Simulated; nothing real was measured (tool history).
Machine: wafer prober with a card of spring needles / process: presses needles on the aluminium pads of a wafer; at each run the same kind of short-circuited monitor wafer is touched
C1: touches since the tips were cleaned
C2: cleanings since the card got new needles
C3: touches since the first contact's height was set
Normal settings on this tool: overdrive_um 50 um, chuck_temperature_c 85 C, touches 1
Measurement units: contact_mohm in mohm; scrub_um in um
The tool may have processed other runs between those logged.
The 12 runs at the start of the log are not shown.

{"hour": 143.3, "done": "tips cleaned on abrasive film"}
{"hour": 148.6, "done": "tips cleaned on abrasive film"}
{"hour": 154.5, "done": "tips cleaned on abrasive film"}
{"run": 13, "hour": 155.5, "overdrive_um": 50, "chuck_temperature_c": 109, "touches": 1, "C1": 574, "C2": 133, "C3": 37121, "contact_mohm": 422, "scrub_um": 6.44}
{"hour": 159.8, "done": "tips cleaned on abrasive film"}
{"hour": 165.4, "done": "tips cleaned on abrasive film"}
{"run": 14, "hour": 169.2, "overdrive_um": 50, "chuck_temperature_c": 26, "touches": 1, "C1": 2105, "C2": 135, "C3": 44577, "contact_mohm": 583, "scrub_um": 6.35}
{"hour": 171.2, "done": "tips cleaned on abrasive film"}
{"hour": 176.6, "done": "tips cleaned on abrasive film"}
{"run": 15, "hour": 176.6, "overdrive_um": 50, "chuck_temperature_c": 26, "touches": 1, "C1": 0, "C2": 137, "C3": 48610, "contact_mohm": 291, "scrub_um": 6.37}
{"hour": 182.4, "done": "tips cleaned on abrasive film"}
{"run": 16, "hour": 185.9, "overdrive_um": 50, "chuck_temperature_c": 26, "touches": 1, "C1": 1911, "C2": 138, "C3": 53675, "contact_mohm": 570, "scrub_um": 6.36}
{"hour": 188.2, "done": "tips cleaned on abrasive film"}
{"hour": 193.8, "done": "tips cleaned on abrasive film"}
{"run": 17, "hour": 193.8, "overdrive_um": 50, "chuck_temperature_c": 103, "touches": 3, "C1": 0, "C2": 140, "C3": 57946, "contact_mohm": 299, "scrub_um": 6.44}
{"hour": 199.9, "done": "tips cleaned on abrasive film"}
{"hour": 205.2, "done": "tips cleaned on abrasive film"}
{"run": 18, "hour": 205.2, "overdrive_um": 44, "chuck_temperature_c": 48, "touches": 3, "C1": 0, "C2": 142, "C3": 64181, "contact_mohm": 286, "scrub_um": 5.54}
{"hour": 210.9, "done": "tips cleaned on abrasive film"}
{"run": 19, "hour": 212.9, "overdrive_um": 62, "chuck_temperature_c": 85, "touches": 1, "C1": 1127, "C2": 143, "C3": 68409, "contact_mohm": 420, "scrub_um": 7.87}
{"hour": 216.5, "done": "tips cleaned on abrasive film"}
{"hour": 222.3, "done": "tips cleaned on abrasive film"}
{"hour": 227.9, "done": "tips cleaned on abrasive film"}
{"run": 20, "hour": 229.5, "overdrive_um": 37, "chuck_temperature_c": 110, "touches": 2, "C1": 910, "C2": 146, "C3": 77474, "contact_mohm": 505, "scrub_um": 4.56}
{"hour": 233.5, "done": "tips cleaned on abrasive film"}
{"hour": 238.8, "done": "tips cleaned on abrasive film"}
{"hour": 244.4, "done": "tips cleaned on abrasive film"}
{"run": 21, "hour": 244.5, "overdrive_um": 50, "chuck_temperature_c": 85, "touches": 1, "C1": 52, "C2": 149, "C3": 85581, "contact_mohm": 325, "scrub_um": 6.3}
{"hour": 250.3, "done": "tips cleaned on abrasive film"}
{"run": 22, "hour": 251.9, "overdrive_um": 54, "chuck_temperature_c": 85, "touches": 1, "C1": 857, "C2": 150, "C3": 89655, "contact_mohm": 441, "scrub_um": 6.83}
{"hour": 255.9, "done": "tips cleaned on abrasive film"}
{"run": 23, "hour": 259.4, "overdrive_um": 36, "chuck_temperature_c": 80, "touches": 2, "C1": 1941, "C2": 151, "C3": 93792, "contact_mohm": 676, "scrub_um": 4.38}
{"hour": 261.6, "done": "tips cleaned on abrasive film"}
{"hour": 267.2, "done": "tips cleaned on abrasive film"}
{"run": 24, "hour": 270.9, "overdrive_um": 36, "chuck_temperature_c": 80, "touches": 2, "C1": 2083, "C2": 153, "C3": 100043, "contact_mohm": 665, "scrub_um": 4.35}
{"hour": 272.8, "done": "tips cleaned on abrasive film"}
{"hour": 278.9, "done": "tips cleaned on abrasive film"}
{"run": 25, "hour": 281.8, "overdrive_um": 36, "chuck_temperature_c": 80, "touches": 2, "C1": 1596, "C2": 155, "C3": 105976, "contact_mohm": 619, "scrub_um": 4.31}
{"hour": 284.4, "done": "tips cleaned on abrasive film"}
{"hour": 289.5, "done": "tips cleaned on abrasive film"}
{"hour": 294.9, "done": "tips cleaned on abrasive film"}
{"run": 26, "hour": 296.1, "overdrive_um": 36, "chuck_temperature_c": 80, "touches": 2, "C1": 679, "C2": 158, "C3": 113765, "contact_mohm": 447, "scrub_um": 4.3}
{"hour": 300.2, "done": "tips cleaned on abrasive film"}
{"run": 27, "hour": 304.5, "overdrive_um": 36, "chuck_temperature_c": 80, "touches": 2, "C1": 2405, "C2": 159, "C3": 118354, "contact_mohm": 785, "scrub_um": 4.37}
{"hour": 305.8, "done": "tips cleaned on abrasive film"}
{"hour": 311.9, "done": "tips cleaned on abrasive film"}
{"hour": 317.2, "done": "tips cleaned on abrasive film"}
{"run": 28, "hour": 317.4, "overdrive_um": 36, "chuck_temperature_c": 80, "touches": 2, "C1": 108, "C2": 162, "C3": 125333, "contact_mohm": 375, "scrub_um": 4.23}
{"hour": 323.0, "done": "tips cleaned on abrasive film"}
{"run": 29, "hour": 324.4, "overdrive_um": 36, "chuck_temperature_c": 80, "touches": 2, "C1": 811, "C2": 163, "C3": 129194, "contact_mohm": 490, "scrub_um": 4.26}
{"hour": 328.3, "done": "tips cleaned on abrasive film"}
{"hour": 334.2, "done": "tips cleaned on abrasive film"}
{"run": 30, "hour": 337.4, "overdrive_um": 36, "chuck_temperature_c": 43, "touches": 3, "C1": 1756, "C2": 165, "C3": 136266, "contact_mohm": 537, "scrub_um": 4.21}
{"hour": 339.9, "done": "tips cleaned on abrasive film"}
{"run": 31, "hour": 344.4, "overdrive_um": 36, "chuck_temperature_c": 42, "touches": 2, "C1": 2518, "C2": 166, "C3": 140115, "contact_mohm": 839, "scrub_um": 4.12}

Alternative continuations, all from the tool just after run 31; predict every row:
{"hour": 345.4, "done": "tips cleaned on abrasive film"}
{"hour": 350.9, "done": "tips cleaned on abrasive film"}
{"run": "A", "hour": 354.7, "overdrive_um": 50, "chuck_temperature_c": 113, "touches": 1, "C1": 2089, "C2": 168, "C3": 145683, "contact_mohm": "?", "scrub_um": "?"}
{"hour": 345.4, "done": "tips cleaned on abrasive film"}
{"hour": 350.9, "done": "tips cleaned on abrasive film"}
{"run": "B", "hour": 354.7, "overdrive_um": 36, "chuck_temperature_c": 82, "touches": 2, "C1": 2089, "C2": 168, "C3": 145683, "contact_mohm": "?", "scrub_um": "?"}
{"hour": 345.4, "done": "tips cleaned on abrasive film"}
{"hour": 350.9, "done": "tips cleaned on abrasive film"}
{"run": "C", "hour": 354.7, "overdrive_um": 37, "chuck_temperature_c": 32, "touches": 1, "C1": 2089, "C2": 168, "C3": 145683, "contact_mohm": "?", "scrub_um": "?"}

run=A contact_mohm=629 scrub_um=6.08
run=B contact_mohm=731 scrub_um=4.17
run=C contact_mohm=1012 scrub_um=4.32
Without the tool's unlogged condition, the same runs would have read:
run=A contact_mohm=283 scrub_um=6.68
run=B contact_mohm=283 scrub_um=4.77
run=C contact_mohm=267 scrub_um=4.92

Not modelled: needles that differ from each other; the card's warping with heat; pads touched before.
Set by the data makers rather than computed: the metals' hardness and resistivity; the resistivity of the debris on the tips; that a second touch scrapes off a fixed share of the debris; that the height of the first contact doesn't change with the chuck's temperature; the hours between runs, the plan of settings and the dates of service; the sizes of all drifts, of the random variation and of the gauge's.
